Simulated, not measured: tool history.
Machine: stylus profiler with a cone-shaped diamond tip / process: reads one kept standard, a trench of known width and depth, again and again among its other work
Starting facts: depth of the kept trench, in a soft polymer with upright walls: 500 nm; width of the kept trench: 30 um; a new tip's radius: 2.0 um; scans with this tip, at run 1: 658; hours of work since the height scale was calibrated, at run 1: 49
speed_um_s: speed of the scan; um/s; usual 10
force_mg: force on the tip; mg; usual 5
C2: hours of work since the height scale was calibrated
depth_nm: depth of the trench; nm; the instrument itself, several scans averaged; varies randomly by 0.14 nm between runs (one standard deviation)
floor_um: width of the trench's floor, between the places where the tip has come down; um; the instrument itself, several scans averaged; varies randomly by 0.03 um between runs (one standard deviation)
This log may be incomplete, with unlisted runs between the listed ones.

{"run": 1, "hour": 0.0, "speed_um_s": 10, "force_mg": 5, "scans with this tip": 658, "C2": 49, "depth_nm": 510.79, "floor_um": 27.21}
{"run": 2, "hour": 97.7, "speed_um_s": 10, "force_mg": 9.5, "scans with this tip": 1681, "C2": 126, "depth_nm": 515.9, "floor_um": 27.14}
{"run": 3, "hour": 162.7, "speed_um_s": 20, "force_mg": 5, "scans with this tip": 2361, "C2": 178, "depth_nm": 510.39, "floor_um": 26.98}
{"run": 4, "hour": 252.0, "speed_um_s": 6, "force_mg": 5, "scans with this tip": 3297, "C2": 248, "depth_nm": 510.09, "floor_um": 26.91}
{"run": 5, "hour": 376.4, "speed_um_s": 10, "force_mg": 5, "scans with this tip": 4601, "C2": 346, "depth_nm": 509.81, "floor_um": 26.76}
{"run": 6, "hour": 506.2, "speed_um_s": 10, "force_mg": 5, "scans with this tip": 5960, "C2": 448, "depth_nm": 509.61, "floor_um": 26.65}
{"run": 7, "hour": 590.1, "speed_um_s": 10, "force_mg": 5, "scans with this tip": 6839, "C2": 514, "depth_nm": 508.8, "floor_um": 26.45}
{"run": 8, "hour": 676.0, "speed_um_s": 10, "force_mg": 14.82, "scans with this tip": 7738, "C2": 582, "depth_nm": 520.45, "floor_um": 26.44}
{"run": 9, "hour": 787.5, "speed_um_s": 2, "force_mg": 5, "scans with this tip": 8907, "C2": 670, "depth_nm": 509.09, "floor_um": 26.39}
{"run": 10, "hour": 866.0, "speed_um_s": 2, "force_mg": 5, "scans with this tip": 9729, "C2": 732, "depth_nm": 508.88, "floor_um": 26.28}
{"run": 11, "hour": 977.0, "speed_um_s": 2, "force_mg": 5, "scans with this tip": 10892, "C2": 819, "depth_nm": 508.51, "floor_um": 26.15}
{"run": 12, "hour": 1072.0, "speed_um_s": 2, "force_mg": 5, "scans with this tip": 11888, "C2": 894, "depth_nm": 508.56, "floor_um": 26.04}
{"run": 13, "hour": 1147.0, "speed_um_s": 10, "force_mg": 8.2, "scans with this tip": 12672, "C2": 953, "depth_nm": 512.1, "floor_um": 25.94}
{"run": 14, "hour": 1209.9, "speed_um_s": 10, "force_mg": 8.2, "scans with this tip": 13332, "C2": 1003, "depth_nm": 511.89, "floor_um": 25.91}
{"run": 15, "hour": 1335.1, "speed_um_s": 10, "force_mg": 8.2, "scans with this tip": 14643, "C2": 1101, "depth_nm": 511.8, "floor_um": 25.82}
{"run": 16, "hour": 1440.9, "speed_um_s": 10, "force_mg": 8.2, "scans with this tip": 15752, "C2": 1185, "depth_nm": 511.73, "floor_um": 25.63}
{"run": 17, "hour": 1521.2, "speed_um_s": 10, "force_mg": 5, "scans with this tip": 16593, "C2": 1248, "depth_nm": 507.57, "floor_um": 25.58}
{"hour": 1534.8, "done": "new tip fitted, height scale calibrated"}
{"run": 18, "hour": 1668.8, "speed_um_s": 10, "force_mg": 5, "scans with this tip": 1404, "C2": 106, "depth_nm": 510.32, "floor_um": 27.18}
{"run": 19, "hour": 1813.0, "speed_um_s": 5, "force_mg": 5, "scans with this tip": 2914, "C2": 219, "depth_nm": 509.92, "floor_um": 26.99}
{"run": 20, "hour": 1957.6, "speed_um_s": 5, "force_mg": 5, "scans with this tip": 4429, "C2": 333, "depth_nm": 509.76, "floor_um": 26.89}
{"run": 21, "hour": 2074.8, "speed_um_s": 10, "force_mg": 5, "scans with this tip": 5657, "C2": 425, "depth_nm": 509.47, "floor_um": 26.72}
{"run": 22, "hour": 2202.6, "speed_um_s": 10, "force_mg": 5, "scans with this tip": 6996, "C2": 526, "depth_nm": 509.25, "floor_um": 26.54}
{"run": 23, "hour": 2330.1, "speed_um_s": 10, "force_mg": 5, "scans with this tip": 8332, "C2": 627, "depth_nm": 509, "floor_um": 26.41}
{"run": 24, "hour": 2472.7, "speed_um_s": 4, "force_mg": 1.89, "scans with this tip": 9825, "C2": 739, "depth_nm": 503.67, "floor_um": 26.26}
{"run": 25, "hour": 2604.2, "speed_um_s": 4, "force_mg": 1.89, "scans with this tip": 11203, "C2": 843, "depth_nm": 503.01, "floor_um": 26.17}
{"run": 26, "hour": 2739.7, "speed_um_s": 6, "force_mg": 9, "scans with this tip": 12622, "C2": 949, "depth_nm": 513.05, "floor_um": 26.03}
{"run": 27, "hour": 2849.0, "speed_um_s": 40, "force_mg": 14.21, "scans with this tip": 13767, "C2": 1035, "depth_nm": 518.48, "floor_um": 25.89}
{"run": 28, "hour": 2982.5, "speed_um_s": 6, "force_mg": 10.51, "scans with this tip": 15165, "C2": 1141, "depth_nm": 514.2, "floor_um": 25.81}
{"run": 29, "hour": 3115.0, "speed_um_s": 2, "force_mg": 9.12, "scans with this tip": 16553, "C2": 1245, "depth_nm": 512.41, "floor_um": 25.78}
{"hour": 3127.7, "done": "new tip fitted, height scale calibrated"}
{"run": 30, "hour": 3247.2, "speed_um_s": 2, "force_mg": 9.12, "scans with this tip": 1252, "C2": 94, "depth_nm": 515.72, "floor_um": 27.2}
{"run": 31, "hour": 3355.9, "speed_um_s": 12, "force_mg": 4.42, "scans with this tip": 2391, "C2": 180, "depth_nm": 509.49, "floor_um": 27.04}
{"run": 32, "hour": 3447.1, "speed_um_s": 12, "force_mg": 4.42, "scans with this tip": 3346, "C2": 252, "depth_nm": 509.36, "floor_um": 26.89}
{"run": 33, "hour": 3546.5, "speed_um_s": 12, "force_mg": 4.42, "scans with this tip": 4387, "C2": 330, "depth_nm": 508.85, "floor_um": 26.78}
{"run": 34, "hour": 3658.6, "speed_um_s": 12, "force_mg": 4.42, "scans with this tip": 5562, "C2": 418, "depth_nm": 508.91, "floor_um": 26.67}
{"run": 35, "hour": 3791.4, "speed_um_s": 3, "force_mg": 3.78, "scans with this tip": 6953, "C2": 523, "depth_nm": 507.53, "floor_um": 26.52}
{"run": 36, "hour": 3904.6, "speed_um_s": 28, "force_mg": 2.14, "scans with this tip": 8138, "C2": 612, "depth_nm": 504.61, "floor_um": 26.26}
{"run": 37, "hour": 4029.8, "speed_um_s": 28, "force_mg": 2.14, "scans with this tip": 9450, "C2": 711, "depth_nm": 504.28, "floor_um": 26.14}
{"run": 38, "hour": 4145.9, "speed_um_s": 4, "force_mg": 14.76, "scans with this tip": 10667, "C2": 802, "depth_nm": 519.61, "floor_um": 26.11}
{"run": 39, "hour": 4253.7, "speed_um_s": 2, "force_mg": 3.55, "scans with this tip": 11796, "C2": 887, "depth_nm": 506.16, "floor_um": 26.04}
{"run": 40, "hour": 4330.6, "speed_um_s": 16, "force_mg": 3.07, "scans with this tip": 12601, "C2": 948, "depth_nm": 505.15, "floor_um": 25.9}
{"run": 41, "hour": 4409.8, "speed_um_s": 15, "force_mg": 3.14, "scans with this tip": 13431, "C2": 1010, "depth_nm": 505.13, "floor_um": 25.82}
{"run": 42, "hour": 4476.7, "speed_um_s": 25, "force_mg": 6.04, "scans with this tip": 14132, "C2": 1063, "depth_nm": 509.54, "floor_um": 25.76}
{"run": 43, "hour": 4616.3, "speed_um_s": 25, "force_mg": 6.04, "scans with this tip": 15594, "C2": 1173, "depth_nm": 508.93, "floor_um": 25.63}
{"run": 44, "hour": 4703.1, "speed_um_s": 25, "force_mg": 6.04, "scans with this tip": 16504, "C2": 1241, "depth_nm": 509.05, "floor_um": 25.52}
{"hour": 4725.2, "done": "new tip fitted, height scale calibrated"}
{"run": 45, "hour": 4845.1, "speed_um_s": 2, "force_mg": 2.37, "scans with this tip": 1256, "C2": 94, "depth_nm": 506.21, "floor_um": 27.19}

Alternative continuations, all from the tool just after run 45; predict every row:
{"run": "A", "hour": 4977.7, "speed_um_s": 3, "force_mg": 8.3, "scans with this tip": 2645, "C2": 199, "depth_nm": "?", "floor_um": "?"}
{"run": "B", "hour": 4977.7, "speed_um_s": 8, "force_mg": 2.9, "scans with this tip": 2645, "C2": 199, "depth_nm": "?", "floor_um": "?"}
{"run": "C", "hour": 4977.7, "speed_um_s": 11, "force_mg": 4.31, "scans with this tip": 2645, "C2": 199, "depth_nm": "?", "floor_um": "?"}
{"run": "D", "hour": 4977.7, "speed_um_s": 40, "force_mg": 5, "scans with this tip": 2645, "C2": 199, "depth_nm": "?", "floor_um": "?"}
{"run": "E", "hour": 4977.7, "speed_um_s": 2, "force_mg": 11.73, "scans with this tip": 2645, "C2": 199, "depth_nm": "?", "floor_um": "?"}

run=A depth_nm=514.14 floor_um=27.03
run=B depth_nm=506.6 floor_um=27.05
run=C depth_nm=509.02 floor_um=27
run=D depth_nm=509.92 floor_um=26.82
run=E depth_nm=517.91 floor_um=27
Had the tool no hidden state, the same runs would have come out as:
run=A depth_nm=514.71 floor_um=27.38
run=B depth_nm=507.17 floor_um=27.39
run=C depth_nm=509.59 floor_um=27.34
run=D depth_nm=510.49 floor_um=27.17
run=E depth_nm=518.49 floor_um=27.34

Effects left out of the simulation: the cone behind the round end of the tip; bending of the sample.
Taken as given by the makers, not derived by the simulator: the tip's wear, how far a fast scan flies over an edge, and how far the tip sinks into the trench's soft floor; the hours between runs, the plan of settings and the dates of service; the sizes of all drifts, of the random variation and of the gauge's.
